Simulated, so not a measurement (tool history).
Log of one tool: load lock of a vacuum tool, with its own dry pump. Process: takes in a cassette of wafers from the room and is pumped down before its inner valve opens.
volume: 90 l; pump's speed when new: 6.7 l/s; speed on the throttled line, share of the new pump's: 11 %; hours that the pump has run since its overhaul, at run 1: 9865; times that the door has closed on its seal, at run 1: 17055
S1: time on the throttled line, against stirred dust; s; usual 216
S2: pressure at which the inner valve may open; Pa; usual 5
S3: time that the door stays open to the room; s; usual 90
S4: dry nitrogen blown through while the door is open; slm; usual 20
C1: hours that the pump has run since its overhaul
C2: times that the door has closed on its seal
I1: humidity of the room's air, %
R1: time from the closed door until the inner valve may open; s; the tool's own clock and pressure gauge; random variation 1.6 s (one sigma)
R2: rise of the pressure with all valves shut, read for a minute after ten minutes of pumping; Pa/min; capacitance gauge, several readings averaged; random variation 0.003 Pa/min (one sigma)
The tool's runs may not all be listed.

| run | day | S1 | S2 | S3 | S4 | C1 | C2 | I1 | R1 | R2 |
|---|---|---|---|---|---|---|---|---|---|---|
| 1 | 0 | 216 | 5 | 90 | 20 | 9865 | 17055 | 47.8 | 347.3 | 0.054 |
| 2 | 11.683 | 216 | 5 | 90 | 41 | 10145 | 18189 | 43.4 | 351.5 | 0.052 |
| 3 | 18.975 | 216 | 5 | 90 | 20 | 10320 | 18896 | 47.4 | 352.7 | 0.061 |
| 4 | 29.275 | 216 | 5 | 90 | 20 | 10567 | 19895 | 45 | 348 | 0.063 |
| 5 | 40.092 | 170 | 5 | 90 | 20 | 10827 | 20945 | 44.5 | 314.6 | 0.069 |
| 6 | 52.271 | 216 | 5 | 53 | 20 | 11119 | 22127 | 43.1 | 354.1 | 0.064 |
| 7 | 58.758 | 216 | 5 | 53 | 20 | 11275 | 22756 | 45.2 | 357.8 | 0.068 |
| 8 | 64.438 | 216 | 5 | 53 | 20 | 11411 | 23307 | 42 | 354.1 | 0.07 |
| 9 | 69.862 | 152 | 5 | 90 | 20 | 11542 | 23834 | 45 | 301.7 | 0.082 |
| 10 | 77.404 | 168 | 5 | 48 | 20 | 11723 | 24565 | 45.6 | 315.4 | 0.073 |

The next listed run, before its measurement:
| 11 | 84.467 | 216 | 5 | 42 | 20 | 11892 | 25250 | 47.1 | ? | ? |

Run 11 gave R1 359 s, R2 0.077 Pa/min.
Without the tool's hidden state the same run would have given R1 330.9 s, R2 0.016 Pa/min.
